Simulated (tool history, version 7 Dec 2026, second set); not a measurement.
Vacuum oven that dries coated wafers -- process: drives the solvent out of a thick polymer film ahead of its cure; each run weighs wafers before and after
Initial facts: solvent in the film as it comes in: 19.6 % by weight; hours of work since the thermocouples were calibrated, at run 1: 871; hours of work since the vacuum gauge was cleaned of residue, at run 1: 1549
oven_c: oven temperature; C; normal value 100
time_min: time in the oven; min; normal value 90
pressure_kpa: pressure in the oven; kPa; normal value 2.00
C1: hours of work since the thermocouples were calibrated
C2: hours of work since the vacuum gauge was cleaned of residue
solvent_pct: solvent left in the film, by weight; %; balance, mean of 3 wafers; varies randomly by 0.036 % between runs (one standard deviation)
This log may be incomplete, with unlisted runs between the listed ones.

{"run": 1, "hour": 0.0, "oven_c": 100, "time_min": 90, "pressure_kpa": 2.0, "C1": 871, "C2": 1549, "solvent_pct": 3.84}
{"hour": 13.4, "done": "oven's thermocouples calibrated"}
{"run": 2, "hour": 63.0, "oven_c": 100, "time_min": 90, "pressure_kpa": 2.0, "C1": 31, "C2": 1587, "solvent_pct": 4.21}
{"run": 3, "hour": 121.8, "oven_c": 100, "time_min": 90, "pressure_kpa": 2.0, "C1": 68, "C2": 1624, "solvent_pct": 4.2}
{"run": 4, "hour": 174.5, "oven_c": 100, "time_min": 90, "pressure_kpa": 2.0, "C1": 101, "C2": 1657, "solvent_pct": 4.31}
{"run": 5, "hour": 221.6, "oven_c": 100, "time_min": 90, "pressure_kpa": 2.0, "C1": 130, "C2": 1687, "solvent_pct": 4.28}
{"run": 6, "hour": 290.9, "oven_c": 110, "time_min": 90, "pressure_kpa": 2.0, "C1": 174, "C2": 1730, "solvent_pct": 1.87}
{"run": 7, "hour": 351.1, "oven_c": 110, "time_min": 90, "pressure_kpa": 2.0, "C1": 211, "C2": 1768, "solvent_pct": 1.85}
{"run": 8, "hour": 401.0, "oven_c": 100, "time_min": 90, "pressure_kpa": 2.0, "C1": 242, "C2": 1799, "solvent_pct": 4.35}
{"hour": 444.4, "done": "oven's thermocouples calibrated, once more"}
{"run": 9, "hour": 444.4, "oven_c": 100, "time_min": 90, "pressure_kpa": 2.0, "C1": 0, "C2": 1825, "solvent_pct": 3.39}
{"run": 10, "hour": 480.4, "oven_c": 100, "time_min": 90, "pressure_kpa": 2.0, "C1": 23, "C2": 1847, "solvent_pct": 3.33}
{"run": 11, "hour": 523.2, "oven_c": 100, "time_min": 63, "pressure_kpa": 2.0, "C1": 49, "C2": 1874, "solvent_pct": 5.25}
{"run": 12, "hour": 558.7, "oven_c": 100, "time_min": 63, "pressure_kpa": 2.0, "C1": 72, "C2": 1896, "solvent_pct": 5.21}
{"run": 13, "hour": 605.4, "oven_c": 100, "time_min": 90, "pressure_kpa": 2.0, "C1": 101, "C2": 1925, "solvent_pct": 3.44}
{"run": 14, "hour": 662.0, "oven_c": 109, "time_min": 114, "pressure_kpa": 2.0, "C1": 136, "C2": 1961, "solvent_pct": 0.94}
{"hour": 702.6, "done": "vacuum gauge cleaned of residue and calibrated"}
{"run": 15, "hour": 710.1, "oven_c": 109, "time_min": 95, "pressure_kpa": 2.0, "C1": 165, "C2": 5, "solvent_pct": 1.24}
{"run": 16, "hour": 745.2, "oven_c": 109, "time_min": 95, "pressure_kpa": 2.0, "C1": 187, "C2": 27, "solvent_pct": 1.2}
{"run": 17, "hour": 782.6, "oven_c": 100, "time_min": 98, "pressure_kpa": 2.0, "C1": 211, "C2": 50, "solvent_pct": 2.93}
{"run": 18, "hour": 844.9, "oven_c": 100, "time_min": 98, "pressure_kpa": 2.0, "C1": 250, "C2": 89, "solvent_pct": 2.97}
{"run": 19, "hour": 916.2, "oven_c": 100, "time_min": 90, "pressure_kpa": 3.3, "C1": 294, "C2": 134, "solvent_pct": 3.63}
{"run": 20, "hour": 970.7, "oven_c": 89, "time_min": 52, "pressure_kpa": 3.21, "C1": 328, "C2": 168, "solvent_pct": 9.75}
{"run": 21, "hour": 1035.7, "oven_c": 89, "time_min": 52, "pressure_kpa": 3.21, "C1": 369, "C2": 208, "solvent_pct": 9.96}
{"run": 22, "hour": 1099.4, "oven_c": 109, "time_min": 52, "pressure_kpa": 2.59, "C1": 409, "C2": 248, "solvent_pct": 3.8}
{"run": 23, "hour": 1151.5, "oven_c": 87, "time_min": 91, "pressure_kpa": 3.72, "C1": 441, "C2": 281, "solvent_pct": 7.89}
{"run": 24, "hour": 1198.7, "oven_c": 113, "time_min": 74, "pressure_kpa": 6.33, "C1": 471, "C2": 310, "solvent_pct": 1.99}
{"run": 25, "hour": 1257.8, "oven_c": 113, "time_min": 74, "pressure_kpa": 6.33, "C1": 508, "C2": 347, "solvent_pct": 2.05}
{"run": 26, "hour": 1312.6, "oven_c": 113, "time_min": 74, "pressure_kpa": 6.33, "C1": 542, "C2": 382, "solvent_pct": 2.06}

What if the next run were any one of these 4? Each begins from the tool's condition after run 26:
{"run": "A", "hour": 1349.9, "oven_c": 113, "time_min": 97, "pressure_kpa": 6.33, "C1": 566, "C2": 405, "solvent_pct": "?"}
{"run": "B", "hour": 1349.9, "oven_c": 100, "time_min": 126, "pressure_kpa": 2.0, "C1": 566, "C2": 405, "solvent_pct": "?"}
{"run": "C", "hour": 1349.9, "oven_c": 113, "time_min": 104, "pressure_kpa": 1.03, "C1": 566, "C2": 405, "solvent_pct": "?"}
{"run": "D", "hour": 1349.9, "oven_c": 106, "time_min": 74, "pressure_kpa": 6.33, "C1": 566, "C2": 405, "solvent_pct": "?"}

run=A solvent_pct=1.41
run=B solvent_pct=2.06
run=C solvent_pct=0.59
run=D solvent_pct=3.55
Had the tool no hidden state, the same runs would have come out as:
run=A solvent_pct=1.29
run=B solvent_pct=1.83
run=C solvent_pct=0.49
run=D solvent_pct=3.28
